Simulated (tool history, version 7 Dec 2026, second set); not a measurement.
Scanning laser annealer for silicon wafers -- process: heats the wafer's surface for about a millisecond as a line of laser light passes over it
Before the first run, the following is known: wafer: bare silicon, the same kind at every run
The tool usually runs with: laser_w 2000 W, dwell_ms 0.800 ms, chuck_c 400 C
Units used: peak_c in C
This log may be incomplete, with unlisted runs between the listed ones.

run   hour  laser_w  dwell_ms  chuck_c  peak_c
  1    0.0     2000     0.800      400    1172
  2   13.1     2000     0.800      400    1169
  3   30.2     2000     0.800      400    1171
  4   54.6     1734     0.800      400    1040
  5   79.8     1734     0.800      400    1037
  6  103.2     1734     0.800      400    1040
  7  122.0     1867     0.800      400    1101
  8  136.1     1867     0.800      400    1102
  9  149.2     1819     0.800      400    1080
 10  161.4     2000     0.770      400    1149
 11  182.7     2000     0.800      422    1184
 12  208.9     2000     0.800      423    1190
 13  229.4     2000     0.800      420    1184
 14  241.7     2000     0.800      420    1184
 15  267.4     2000     0.800      420    1186
 16  280.4     2000     0.800      400    1158
 17  302.2     2000     0.800      400    1159
 18  319.3     2037     0.800      400    1204
 19  333.3     2000     0.800      386    1178
 20  346.5     1827     0.800      400    1101
 21  363.3     2149     0.800      382    1246
 22  385.0     2149     0.800      382    1243
 23  408.9     2117     0.800      364    1210
 24  423.3     2117     0.800      364    1208
 25  435.2     2000     0.800      439    1219
 26  458.7     2000     0.800      439    1219
 27  483.6     1887     0.713      436    1118
 28  499.1     1887     0.713      436    1119
 29  524.0     2095     0.713      386    1159
 30  542.0     2095     0.642      373    1101
 31  556.5     2095     0.642      373    1099
 32  581.5     2095     0.642      373    1101
 33  599.0     1821     0.767      413    1087
 34  622.0     1821     0.767      413    1086
 35  632.7     2061     0.612      413    1108
 36  645.0     2061     0.612      413    1105
 37  661.0     1735     0.916      413    1109
 38  686.9     1740     0.642      370     946
 39  700.9     2093     0.657      362    1097
 40  717.2     2093     0.657      362    1098

Missing from the log above: 3 entries noted between runs. For each, name the pair of listed runs it sits between and say how the tool's hidden condition differs from the listed run just before to the listed run just after:
From run 17 to run 18: optics aligned, line set to its width (hour 310.6)
  light that passes the window, % of a clean one's: 98.22 -> 98.2; width of the line over the set one, %: 4.9 -> 0.14
  the result without the hidden state subtracted from the measured one, peak_c: -42 -> -18 C
From run 26 to run 27: laser's power meter calibrated (hour 463.0)
  light that passes the window, % of a clean one's: 97.99 -> 97.96; laser's true power over the reading, %: 0.18 -> 0.19; width of the line over the set one, %: 0.46 -> 0.51
  the result without the hidden state subtracted from the measured one, peak_c: -21 -> -19 C
From run 28 to run 29: laser's power meter calibrated, once more (hour 512.8)
  light that passes the window, % of a clean one's: 97.94 -> 97.91; laser's true power over the reading, %: 0.19 -> -0.22; width of the line over the set one, %: 0.54 -> 0.59
  the result without the hidden state subtracted from the measured one, peak_c: -19 -> -27 C

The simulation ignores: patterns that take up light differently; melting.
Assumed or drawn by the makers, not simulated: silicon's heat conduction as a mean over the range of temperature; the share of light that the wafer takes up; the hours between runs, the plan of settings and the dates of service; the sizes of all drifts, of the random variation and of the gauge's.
